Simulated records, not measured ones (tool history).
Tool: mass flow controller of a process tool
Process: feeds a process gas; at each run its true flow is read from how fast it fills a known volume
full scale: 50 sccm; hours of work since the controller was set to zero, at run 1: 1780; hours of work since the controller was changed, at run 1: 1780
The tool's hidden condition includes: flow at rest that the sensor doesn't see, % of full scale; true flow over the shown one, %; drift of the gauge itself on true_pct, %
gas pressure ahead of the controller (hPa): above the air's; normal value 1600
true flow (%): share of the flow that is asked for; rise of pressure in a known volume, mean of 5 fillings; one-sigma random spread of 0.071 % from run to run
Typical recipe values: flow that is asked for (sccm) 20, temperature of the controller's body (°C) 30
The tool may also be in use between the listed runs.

| run | hour | flow that is asked for (sccm) | gas pressure ahead of the controller (hPa) | temperature of the controller's body (°C) | hours of work since the controller was set to zero | hours of work since the controller was changed | true flow (%) |
|---|---|---|---|---|---|---|---|
| 1 | 0.0 | 20 | 1600 | 30 | 1780 | 1780 | 99.49 |
| 2 | 82.3 | 20 | 1600 | 20 | 1846 | 1846 | 98.79 |
| 3 | 148.0 | 20 | 1600 | 20 | 1898 | 1898 | 99.00 |
| 4 | 217.9 | 20 | 1600 | 20 | 1954 | 1954 | 98.68 |
| 5 | 270.2 | 20 | 1600 | 35 | 1996 | 1996 | 99.92 |
| 6 | 326.1 | 20 | 1600 | 35 | 2040 | 2040 | 99.92 |
| 7 | 391.0 | 20 | 1600 | 35 | 2092 | 2092 | 99.99 |
| 8 | 427.2 | 20 | 1600 | 30 | 2121 | 2121 | 99.60 |
| 9 | 477.5 | 20 | 1600 | 30 | 2161 | 2161 | 99.68 |
| 10 | 556.5 | 20 | 1600 | 30 | 2224 | 2224 | 99.59 |
| 11 | 623.4 | 20 | 1600 | 30 | 2277 | 2277 | 99.47 |
| 12 | 676.2 | 20 | 1490 | 30 | 2319 | 2319 | 99.53 |
| 13 | 738.2 | 20 | 1600 | 30 | 2369 | 2369 | 99.61 |
| 14 | 814.0 | 20 | 1730 | 30 | 2429 | 2429 | 99.53 |
| 15 | 855.8 | 20 | 1730 | 30 | 2462 | 2462 | 99.57 |
| 16 | 898.5 | 20 | 1730 | 30 | 2496 | 2496 | 99.51 |
| 17 | 967.2 | 20 | 1490 | 30 | 2551 | 2551 | 99.59 |
| 18 | 1006.6 | 20 | 2520 | 30 | 2582 | 2582 | 99.37 |
| 19 | 1044.2 | 20 | 2520 | 30 | 2612 | 2612 | 99.42 |
| 20 | 1087.9 | 20 | 1600 | 30 | 2647 | 2647 | 99.60 |
| 21 | 1161.9 | 20 | 1600 | 30 | 2706 | 2706 | 99.54 |
| 22 | 1227.9 | 20 | 1600 | 30 | 2759 | 2759 | 99.56 |
| 23 | 1278.1 | 20 | 1600 | 35 | 2799 | 2799 | 99.90 |
| 24 | 1343.9 | 20 | 1600 | 35 | 2851 | 2851 | 99.92 |
| 25 | 1428.3 | 20 | 1600 | 35 | 2918 | 2918 | 99.90 |
| 26 | 1515.4 | 8 | 2040 | 26 | 2988 | 2988 | 97.74 |
| 27 | 1588.4 | 12 | 1500 | 21 | 3046 | 3046 | 98.33 |
| 28 | 1649.7 | 44 | 1540 | 30 | 3095 | 3095 | 100.70 |
| 29 | 1706.6 | 44 | 1540 | 30 | 3140 | 3140 | 100.72 |
| 30 | 1778.7 | 44 | 1540 | 30 | 3198 | 3198 | 100.67 |
| 31 | 1851.6 | 10 | 2440 | 29 | 3256 | 3256 | 98.20 |
| 32 | 1899.9 | 30 | 1600 | 30 | 3294 | 3294 | 100.11 |
| 33 | 1948.6 | 19 | 1600 | 30 | 3333 | 3333 | 99.41 |
| 34 | 2012.5 | 19 | 1640 | 24 | 3384 | 3384 | 98.94 |
| 35 | 2067.1 | 19 | 1960 | 35 | 3427 | 3427 | 99.80 |

What does the tool deliver on the next run?
| 36 | 2148.3 | 5 | 2240 | 28 | 3492 | 3492 | ? |

{"run 36": {"true flow (%)": 96.12}}
On a tool with no hidden condition, and with the same random variation, this run would have come out at true flow (%) 98.77.
